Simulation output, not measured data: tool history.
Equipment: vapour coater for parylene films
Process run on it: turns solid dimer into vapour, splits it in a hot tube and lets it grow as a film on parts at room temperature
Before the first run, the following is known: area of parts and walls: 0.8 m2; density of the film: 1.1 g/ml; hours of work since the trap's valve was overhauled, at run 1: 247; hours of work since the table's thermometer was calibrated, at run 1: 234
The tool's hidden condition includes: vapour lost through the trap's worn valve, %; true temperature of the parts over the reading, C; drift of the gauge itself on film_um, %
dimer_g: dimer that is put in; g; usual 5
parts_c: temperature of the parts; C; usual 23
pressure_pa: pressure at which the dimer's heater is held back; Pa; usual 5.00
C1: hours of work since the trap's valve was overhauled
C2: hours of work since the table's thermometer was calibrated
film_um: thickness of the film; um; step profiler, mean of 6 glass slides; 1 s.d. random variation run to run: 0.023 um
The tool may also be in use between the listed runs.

run 1 day=0.000 | dimer_g=5 parts_c=23 pressure_pa=5.00 | C1=247 C2=234 | film_um=3.92
run 2 day=0.712 | dimer_g=5 parts_c=23 pressure_pa=5.00 | C1=255 C2=242 | film_um=3.94
run 3 day=1.258 | dimer_g=5 parts_c=23 pressure_pa=5.00 | C1=262 C2=249 | film_um=3.98
run 4 day=1.617 | dimer_g=5 parts_c=23 pressure_pa=5.00 | C1=266 C2=253 | film_um=3.94
run 5 day=2.179 | dimer_g=5 parts_c=23 pressure_pa=5.00 | C1=273 C2=260 | film_um=3.93
-- day=2.875 trap's valve overhauled
run 6 day=2.879 | dimer_g=5 parts_c=23 pressure_pa=5.00 | C1=0 C2=267 | film_um=4.19
run 7 day=3.412 | dimer_g=5 parts_c=23 pressure_pa=5.00 | C1=7 C2=273 | film_um=4.22
run 8 day=4.142 | dimer_g=5 parts_c=32 pressure_pa=5.00 | C1=15 C2=282 | film_um=3.31
run 9 day=4.883 | dimer_g=5 parts_c=32 pressure_pa=5.00 | C1=24 C2=291 | film_um=3.30
run 10 day=5.275 | dimer_g=5 parts_c=32 pressure_pa=5.00 | C1=29 C2=296 | film_um=3.28
run 11 day=6.000 | dimer_g=5 parts_c=32 pressure_pa=5.00 | C1=38 C2=305 | film_um=3.29
run 12 day=6.662 | dimer_g=5 parts_c=26 pressure_pa=2.05 | C1=46 C2=313 | film_um=4.18
run 13 day=7.088 | dimer_g=5 parts_c=26 pressure_pa=2.05 | C1=51 C2=318 | film_um=4.20
run 14 day=7.517 | dimer_g=2 parts_c=34 pressure_pa=2.05 | C1=56 C2=323 | film_um=1.36
run 15 day=7.971 | dimer_g=6 parts_c=23 pressure_pa=5.00 | C1=62 C2=329 | film_um=4.99
run 16 day=8.308 | dimer_g=3 parts_c=16 pressure_pa=5.00 | C1=66 C2=333 | film_um=2.96
run 17 day=8.650 | dimer_g=3 parts_c=16 pressure_pa=5.00 | C1=70 C2=337 | film_um=2.97
run 18 day=9.371 | dimer_g=3 parts_c=15 pressure_pa=5.00 | C1=79 C2=346 | film_um=3.07
run 19 day=10.133 | dimer_g=3 parts_c=17 pressure_pa=10.82 | C1=88 C2=355 | film_um=2.69
run 20 day=10.800 | dimer_g=6 parts_c=17 pressure_pa=11.68 | C1=96 C2=363 | film_um=5.33

Branching from run 20: 4 alternative next runs. What would each branch give?
run A day=11.175 | dimer_g=4 parts_c=17 pressure_pa=11.68 | C1=101 C2=368 | film_um=?
run B day=11.175 | dimer_g=6 parts_c=35 pressure_pa=7.89 | C1=101 C2=368 | film_um=?
run C day=11.175 | dimer_g=6 parts_c=17 pressure_pa=11.68 | C1=101 C2=368 | film_um=?
run D day=11.175 | dimer_g=6 parts_c=18 pressure_pa=11.68 | C1=101 C2=368 | film_um=?

run=A film_um=3.57
run=B film_um=3.45
run=C film_um=5.34
run=D film_um=5.16
Take away the tool's hidden state, keep each run's random variation, and the runs would have read:
run=A film_um=3.66
run=B film_um=3.54
run=C film_um=5.48
run=D film_um=5.30
